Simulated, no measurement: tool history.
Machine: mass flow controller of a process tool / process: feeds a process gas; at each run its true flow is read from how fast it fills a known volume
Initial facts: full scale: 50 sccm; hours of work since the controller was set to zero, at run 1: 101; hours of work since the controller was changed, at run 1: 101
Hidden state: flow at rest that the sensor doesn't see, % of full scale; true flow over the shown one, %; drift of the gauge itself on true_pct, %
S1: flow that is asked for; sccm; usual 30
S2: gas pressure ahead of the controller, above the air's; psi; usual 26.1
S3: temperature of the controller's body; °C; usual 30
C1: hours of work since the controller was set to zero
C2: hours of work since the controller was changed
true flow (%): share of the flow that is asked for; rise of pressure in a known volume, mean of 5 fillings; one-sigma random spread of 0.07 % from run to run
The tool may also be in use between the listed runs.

Run 1, hour 0: usual settings; C1 101; C2 101. Result: true flow (%) 98.94.
Run 2, hour 131: usual settings but S2 33.5 psi; C1 149; C2 149. Result: true flow (%) 98.49.
Run 3, hour 355.3: usual settings; C1 231; C2 231. Result: true flow (%) 99.12.
Run 4, hour 547.6: usual settings; C1 301; C2 301. Result: true flow (%) 98.98.
Run 5, hour 791.2: usual settings; C1 390; C2 390. Result: true flow (%) 99.05.
Run 6, hour 923.8: usual settings; C1 439; C2 439. Result: true flow (%) 99.1.
Run 7, hour 1146.8: usual settings; C1 520; C2 520. Result: true flow (%) 99.02.
Run 8, hour 1311.1: usual settings but S3 34 °C; C1 580; C2 580. Result: true flow (%) 99.43.
Run 9, hour 1456.2: usual settings but S2 22.3 psi, S3 34 °C; C1 633; C2 633. Result: true flow (%) 99.54.
Run 10, hour 1642.1: usual settings; C1 701; C2 701. Result: true flow (%) 99.2.
Run 11, hour 1846: usual settings; C1 776; C2 776. Result: true flow (%) 99.16.
Run 12, hour 2097.3: usual settings; C1 868; C2 868. Result: true flow (%) 99.26.
Run 13, hour 2253.8: usual settings; C1 925; C2 925. Result: true flow (%) 99.38.
Run 14, hour 2451: usual settings; C1 997; C2 997. Result: true flow (%) 99.35.
Run 15, hour 2685.2: usual settings but S1 26 sccm; C1 1082; C2 1082. Result: true flow (%) 99.15.
At hour 2706.6: controller's zero set anew.
Run 16, hour 2931.9: usual settings but S1 36 sccm; C1 82; C2 1172. Result: true flow (%) 99.95.
Run 17, hour 3102.7: usual settings but S1 36 sccm; C1 145; C2 1235. Result: true flow (%) 99.94.
Run 18, hour 3248.1: usual settings but S1 6 sccm, S2 38 psi, S3 21 °C; C1 198; C2 1288. Result: true flow (%) 99.3.
Run 19, hour 3353.6: usual settings but S1 6 sccm, S2 38 psi, S3 21 °C; C1 237; C2 1327. Result: true flow (%) 99.27.
At hour 3560.6: controller's zero set anew, once more.
Run 20, hour 3593.3: usual settings but S1 29 sccm, S2 20.5 psi, S3 27 °C; C1 12; C2 1414. Result: true flow (%) 99.1.
Run 21, hour 3815.8: usual settings but S1 23 sccm; C1 93; C2 1495. Result: true flow (%) 98.63.
Run 22, hour 3992.1: usual settings but S1 8 sccm, S2 39.6 psi, S3 21 °C; C1 158; C2 1560. Result: true flow (%) 96.63.
Run 23, hour 4121.8: usual settings but S1 8 sccm, S2 39.6 psi, S3 21 °C; C1 205; C2 1607. Result: true flow (%) 96.6.
Run 24, hour 4269.8: usual settings but S1 11 sccm, S2 34.2 psi; C1 259; C2 1661. Result: true flow (%) 97.67.
Run 25, hour 4509.7: usual settings but S1 7 sccm, S2 28.6 psi, S3 22 °C; C1 347; C2 1749. Result: true flow (%) 97.21.
Run 26, hour 4673.2: usual settings but S1 6 sccm, S2 21.8 psi, S3 22 °C; C1 407; C2 1809. Result: true flow (%) 97.73.
Run 27, hour 4884.2: usual settings but S1 6 sccm, S2 21.8 psi, S3 22 °C; C1 484; C2 1886. Result: true flow (%) 98.
Run 28, hour 5078.2: usual settings but S1 7 sccm, S3 24 °C; C1 555; C2 1957. Result: true flow (%) 97.94.
Run 29, hour 5226.6: usual settings but S1 7 sccm, S3 24 °C; C1 609; C2 2011. Result: true flow (%) 97.95.
Run 30, hour 5411.3: usual settings but S1 7 sccm, S3 24 °C; C1 676; C2 2078. Result: true flow (%) 98.22.
Run 31, hour 5622.9: usual settings but S1 7 sccm, S3 24 °C; C1 754; C2 2156. Result: true flow (%) 98.11.
Run 32, hour 5844.1: usual settings but S1 38 sccm, S2 36.7 psi; C1 835; C2 2237. Result: true flow (%) 99.29.
Run 33, hour 6037.8: usual settings but S3 27 °C; C1 905; C2 2307. Result: true flow (%) 99.09.
Run 34, hour 6269.4: usual settings but S1 18 sccm, S3 27 °C; C1 990; C2 2392. Result: true flow (%) 98.61.

4 options for the next run, each taken on its own from the tool as it stands now. Forecast them:
Run A, hour 6513.6: usual settings but S1 32 sccm; C1 1079; C2 2481. Result: true flow (%) ?.
Run B, hour 6513.6: usual settings but S2 39.5 psi; C1 1079; C2 2481. Result: true flow (%) ?.
Run C, hour 6513.6: usual settings but S1 29 sccm, S2 29.7 psi, S3 23 °C; C1 1079; C2 2481. Result: true flow (%) ?.
Run D, hour 6513.6: usual settings but S2 35 psi; C1 1079; C2 2481. Result: true flow (%) ?.

run  true flow (%)
  A          99.73
  B          99.14
  C          98.82
  D          99.06
The same runs, with their run-to-run variation unchanged, on a tool lacking any hidden condition would have given:
run  true flow (%)
  A          99.28
  B          98.66
  C          98.34
  D          98.59
